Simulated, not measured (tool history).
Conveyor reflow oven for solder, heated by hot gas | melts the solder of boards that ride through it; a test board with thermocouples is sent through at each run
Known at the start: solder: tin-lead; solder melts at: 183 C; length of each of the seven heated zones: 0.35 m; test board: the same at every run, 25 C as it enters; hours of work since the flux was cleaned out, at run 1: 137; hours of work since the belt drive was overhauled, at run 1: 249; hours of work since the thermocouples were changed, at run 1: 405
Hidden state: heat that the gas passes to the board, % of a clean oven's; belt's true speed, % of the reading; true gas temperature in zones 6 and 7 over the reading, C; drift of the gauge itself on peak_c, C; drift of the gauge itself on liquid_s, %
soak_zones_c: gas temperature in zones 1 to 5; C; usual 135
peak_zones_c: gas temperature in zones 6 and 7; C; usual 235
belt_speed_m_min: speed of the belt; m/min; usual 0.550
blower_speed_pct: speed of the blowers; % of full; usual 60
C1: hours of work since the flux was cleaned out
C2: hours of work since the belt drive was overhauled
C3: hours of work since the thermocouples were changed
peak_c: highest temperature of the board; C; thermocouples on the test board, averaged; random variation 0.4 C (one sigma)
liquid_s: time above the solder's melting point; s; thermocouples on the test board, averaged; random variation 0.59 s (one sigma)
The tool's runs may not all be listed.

run 1 day=0.000 | soak_zones_c=135 peak_zones_c=235 belt_speed_m_min=0.550 blower_speed_pct=60 | C1=137 C2=249 C3=405 | peak_c=215.9 liquid_s=55.4
run 2 day=2.200 | soak_zones_c=142 peak_zones_c=235 belt_speed_m_min=0.550 blower_speed_pct=60 | C1=159 C2=271 C3=427 | peak_c=218.2 liquid_s=59.0
-- day=3.362 flux residue cleaned out of gas plates and filters
run 3 day=3.954 | soak_zones_c=135 peak_zones_c=235 belt_speed_m_min=0.550 blower_speed_pct=60 | C1=6 C2=286 C3=442 | peak_c=216.5 liquid_s=53.9
run 4 day=6.675 | soak_zones_c=135 peak_zones_c=235 belt_speed_m_min=0.550 blower_speed_pct=60 | C1=33 C2=313 C3=469 | peak_c=216.6 liquid_s=53.5
run 5 day=8.604 | soak_zones_c=135 peak_zones_c=235 belt_speed_m_min=0.550 blower_speed_pct=60 | C1=52 C2=332 C3=488 | peak_c=217.1 liquid_s=55.0
run 6 day=10.396 | soak_zones_c=135 peak_zones_c=235 belt_speed_m_min=0.550 blower_speed_pct=60 | C1=69 C2=350 C3=506 | peak_c=216.5 liquid_s=55.0
run 7 day=13.179 | soak_zones_c=135 peak_zones_c=235 belt_speed_m_min=0.550 blower_speed_pct=60 | C1=97 C2=377 C3=533 | peak_c=216.4 liquid_s=55.9
run 8 day=15.512 | soak_zones_c=135 peak_zones_c=235 belt_speed_m_min=0.550 blower_speed_pct=60 | C1=120 C2=400 C3=556 | peak_c=216.5 liquid_s=55.2
run 9 day=16.746 | soak_zones_c=135 peak_zones_c=235 belt_speed_m_min=0.550 blower_speed_pct=60 | C1=132 C2=412 C3=568 | peak_c=216.8 liquid_s=55.4
run 10 day=18.546 | soak_zones_c=135 peak_zones_c=235 belt_speed_m_min=0.550 blower_speed_pct=60 | C1=150 C2=430 C3=586 | peak_c=215.9 liquid_s=54.3
run 11 day=20.008 | soak_zones_c=135 peak_zones_c=235 belt_speed_m_min=0.550 blower_speed_pct=60 | C1=164 C2=445 C3=600 | peak_c=216.3 liquid_s=55.1
-- day=20.621 flux residue cleaned out of gas plates and filters
run 12 day=22.058 | soak_zones_c=135 peak_zones_c=235 belt_speed_m_min=0.550 blower_speed_pct=60 | C1=14 C2=463 C3=618 | peak_c=216.0 liquid_s=55.1
run 13 day=24.133 | soak_zones_c=135 peak_zones_c=235 belt_speed_m_min=0.550 blower_speed_pct=60 | C1=35 C2=483 C3=639 | peak_c=215.8 liquid_s=54.3
run 14 day=25.704 | soak_zones_c=133 peak_zones_c=247 belt_speed_m_min=0.550 blower_speed_pct=60 | C1=50 C2=499 C3=654 | peak_c=225.9 liquid_s=62.4
run 15 day=27.225 | soak_zones_c=133 peak_zones_c=247 belt_speed_m_min=0.550 blower_speed_pct=60 | C1=65 C2=514 C3=669 | peak_c=226.6 liquid_s=61.6
-- day=28.392 thermocouples of zones 6 and 7 changed
run 16 day=28.804 | soak_zones_c=143 peak_zones_c=247 belt_speed_m_min=0.448 blower_speed_pct=61 | C1=80 C2=528 C3=4 | peak_c=234.9 liquid_s=86.0
run 17 day=31.525 | soak_zones_c=143 peak_zones_c=247 belt_speed_m_min=0.448 blower_speed_pct=61 | C1=107 C2=555 C3=31 | peak_c=236.1 liquid_s=86.1
run 18 day=32.846 | soak_zones_c=134 peak_zones_c=240 belt_speed_m_min=0.507 blower_speed_pct=84 | C1=120 C2=568 C3=44 | peak_c=228.6 liquid_s=70.5
run 19 day=34.312 | soak_zones_c=145 peak_zones_c=235 belt_speed_m_min=0.460 blower_speed_pct=75 | C1=134 C2=583 C3=58 | peak_c=225.9 liquid_s=80.9
run 20 day=36.175 | soak_zones_c=134 peak_zones_c=235 belt_speed_m_min=0.599 blower_speed_pct=60 | C1=153 C2=601 C3=77 | peak_c=212.6 liquid_s=46.8
-- day=37.921 flux residue cleaned out of gas plates and filters
run 21 day=38.583 | soak_zones_c=149 peak_zones_c=248 belt_speed_m_min=0.599 blower_speed_pct=60 | C1=7 C2=623 C3=98 | peak_c=227.7 liquid_s=61.2
run 22 day=39.871 | soak_zones_c=135 peak_zones_c=247 belt_speed_m_min=0.647 blower_speed_pct=60 | C1=19 C2=636 C3=111 | peak_c=219.8 liquid_s=49.3
run 23 day=42.488 | soak_zones_c=135 peak_zones_c=235 belt_speed_m_min=0.550 blower_speed_pct=60 | C1=45 C2=661 C3=137 | peak_c=215.9 liquid_s=55.0
run 24 day=44.079 | soak_zones_c=135 peak_zones_c=235 belt_speed_m_min=0.550 blower_speed_pct=60 | C1=61 C2=677 C3=153 | peak_c=216.8 liquid_s=54.1

Forecast each of these 5 alternatives for the next run:
run A day=45.429 | soak_zones_c=142 peak_zones_c=234 belt_speed_m_min=0.454 blower_speed_pct=60 | C1=74 C2=690 C3=166 | peak_c=? liquid_s=?
run B day=45.429 | soak_zones_c=128 peak_zones_c=242 belt_speed_m_min=0.550 blower_speed_pct=60 | C1=74 C2=690 C3=166 | peak_c=? liquid_s=?
run C day=45.429 | soak_zones_c=135 peak_zones_c=243 belt_speed_m_min=0.573 blower_speed_pct=58 | C1=74 C2=690 C3=166 | peak_c=? liquid_s=?
run D day=45.429 | soak_zones_c=135 peak_zones_c=235 belt_speed_m_min=0.550 blower_speed_pct=83 | C1=74 C2=690 C3=166 | peak_c=? liquid_s=?
run E day=45.429 | soak_zones_c=134 peak_zones_c=235 belt_speed_m_min=0.550 blower_speed_pct=60 | C1=74 C2=690 C3=166 | peak_c=? liquid_s=?

run=A peak_c=221.4 liquid_s=77.0
run=B peak_c=220.5 liquid_s=55.6
run=C peak_c=221.3 liquid_s=55.8
run=D peak_c=222.1 liquid_s=60.7
run=E peak_c=214.9 liquid_s=55.2
Without the tool's hidden state the same runs would have given:
run=A peak_c=221.3 liquid_s=76.8
run=B peak_c=220.5 liquid_s=55.5
run=C peak_c=221.3 liquid_s=55.6
run=D peak_c=222.1 liquid_s=60.6
run=E peak_c=214.9 liquid_s=55.1
